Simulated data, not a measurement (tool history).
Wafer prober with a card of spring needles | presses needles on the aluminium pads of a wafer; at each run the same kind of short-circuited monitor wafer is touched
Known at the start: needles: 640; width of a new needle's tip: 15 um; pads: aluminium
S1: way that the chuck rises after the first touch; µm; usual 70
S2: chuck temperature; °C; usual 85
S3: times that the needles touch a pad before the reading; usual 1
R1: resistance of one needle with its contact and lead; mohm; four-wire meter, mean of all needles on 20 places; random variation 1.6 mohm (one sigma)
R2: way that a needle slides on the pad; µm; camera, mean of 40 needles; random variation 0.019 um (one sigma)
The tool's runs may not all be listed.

run 1 hour=0.0 | S1=70 S2=85 S3=1 | R1=159 R2=9.57
-- hour=1.7 tips cleaned on abrasive film
run 2 hour=4.4 | S1=70 S2=85 S3=1 | R1=160 R2=9.57
-- hour=11.7 tips cleaned on abrasive film
run 3 hour=13.2 | S1=70 S2=85 S3=1 | R1=160 R2=9.53
-- hour=21.9 tips cleaned on abrasive film
run 4 hour=22.4 | S1=70 S2=56 S3=1 | R1=156 R2=9.55
-- hour=31.8 tips cleaned on abrasive film
run 5 hour=32.0 | S1=70 S2=56 S3=1 | R1=154 R2=9.59
run 6 hour=39.5 | S1=70 S2=56 S3=1 | R1=154 R2=9.57
-- hour=41.7 tips cleaned on abrasive film
run 7 hour=48.6 | S1=70 S2=56 S3=1 | R1=157 R2=9.58
-- hour=51.6 tips cleaned on abrasive film
run 8 hour=54.2 | S1=70 S2=56 S3=1 | R1=156 R2=9.58
run 9 hour=58.7 | S1=70 S2=56 S3=1 | R1=153 R2=9.61
-- hour=61.9 tips cleaned on abrasive film
run 10 hour=64.9 | S1=70 S2=56 S3=1 | R1=157 R2=9.58
run 11 hour=69.7 | S1=70 S2=56 S3=1 | R1=154 R2=9.55
-- hour=72.1 tips cleaned on abrasive film
run 12 hour=75.9 | S1=70 S2=85 S3=1 | R1=158 R2=9.59
run 13 hour=81.0 | S1=70 S2=85 S3=1 | R1=162 R2=9.58
-- hour=82.3 tips cleaned on abrasive film
run 14 hour=89.2 | S1=70 S2=85 S3=1 | R1=158 R2=9.58
-- hour=92.4 tips cleaned on abrasive film
run 15 hour=98.7 | S1=70 S2=85 S3=1 | R1=161 R2=9.57
-- hour=102.7 tips cleaned on abrasive film
run 16 hour=104.2 | S1=70 S2=85 S3=1 | R1=161 R2=9.57
run 17 hour=109.4 | S1=70 S2=85 S3=1 | R1=160 R2=9.59
-- hour=112.9 tips cleaned on abrasive film
run 18 hour=114.8 | S1=66 S2=93 S3=1 | R1=162 R2=9.04
run 19 hour=119.8 | S1=59 S2=107 S3=1 | R1=165 R2=8.07
-- hour=122.8 tips cleaned on abrasive film
run 20 hour=127.8 | S1=89 S2=85 S3=2 | R1=155 R2=12.16
-- hour=132.9 tips cleaned on abrasive film
run 21 hour=132.9 | S1=70 S2=66 S3=1 | R1=156 R2=9.59
run 22 hour=140.7 | S1=70 S2=30 S3=1 | R1=147 R2=9.54
-- hour=143.0 tips cleaned on abrasive film
run 23 hour=146.9 | S1=70 S2=64 S3=1 | R1=156 R2=9.59
run 24 hour=150.8 | S1=76 S2=33 S3=1 | R1=150 R2=10.41
-- hour=153.2 tips cleaned on abrasive film
run 25 hour=159.2 | S1=77 S2=26 S3=1 | R1=147 R2=10.50
-- hour=163.5 tips cleaned on abrasive film
run 26 hour=164.0 | S1=77 S2=26 S3=1 | R1=146 R2=10.55
run 27 hour=172.4 | S1=77 S2=26 S3=1 | R1=148 R2=10.52
-- hour=173.7 tips cleaned on abrasive film
run 28 hour=176.9 | S1=60 S2=72 S3=1 | R1=159 R2=8.22
-- hour=184.0 tips cleaned on abrasive film
run 29 hour=185.2 | S1=70 S2=85 S3=1 | R1=158 R2=9.59
run 30 hour=190.9 | S1=70 S2=85 S3=1 | R1=161 R2=9.61
-- hour=194.3 tips cleaned on abrasive film
run 31 hour=197.9 | S1=62 S2=125 S3=1 | R1=169 R2=8.48
-- hour=204.7 tips cleaned on abrasive film
run 32 hour=207.0 | S1=62 S2=125 S3=1 | R1=169 R2=8.47
run 33 hour=212.2 | S1=79 S2=71 S3=2 | R1=155 R2=10.81

Forecast each of these 5 alternatives for the next run:
-- hour=214.9 tips cleaned on abrasive film
run A hour=221.0 | S1=70 S2=114 S3=3 | R1=? R2=?
-- hour=214.9 tips cleaned on abrasive film
run B hour=221.0 | S1=70 S2=58 S3=1 | R1=? R2=?
-- hour=214.9 tips cleaned on abrasive film
run C hour=221.0 | S1=51 S2=35 S3=1 | R1=? R2=?
-- hour=214.9 tips cleaned on abrasive film
run D hour=221.0 | S1=79 S2=46 S3=1 | R1=? R2=?
-- hour=214.9 tips cleaned on abrasive film
run E hour=221.0 | S1=78 S2=36 S3=2 | R1=? R2=?

run=A R1=165 R2=9.59
run=B R1=154 R2=9.60
run=C R1=155 R2=6.98
run=D R1=153 R2=10.80
run=E R1=149 R2=10.69
Without the tool's hidden state the same runs would have given:
run=A R1=165 R2=9.59
run=B R1=154 R2=9.60
run=C R1=154 R2=6.99
run=D R1=153 R2=10.80
run=E R1=149 R2=10.69
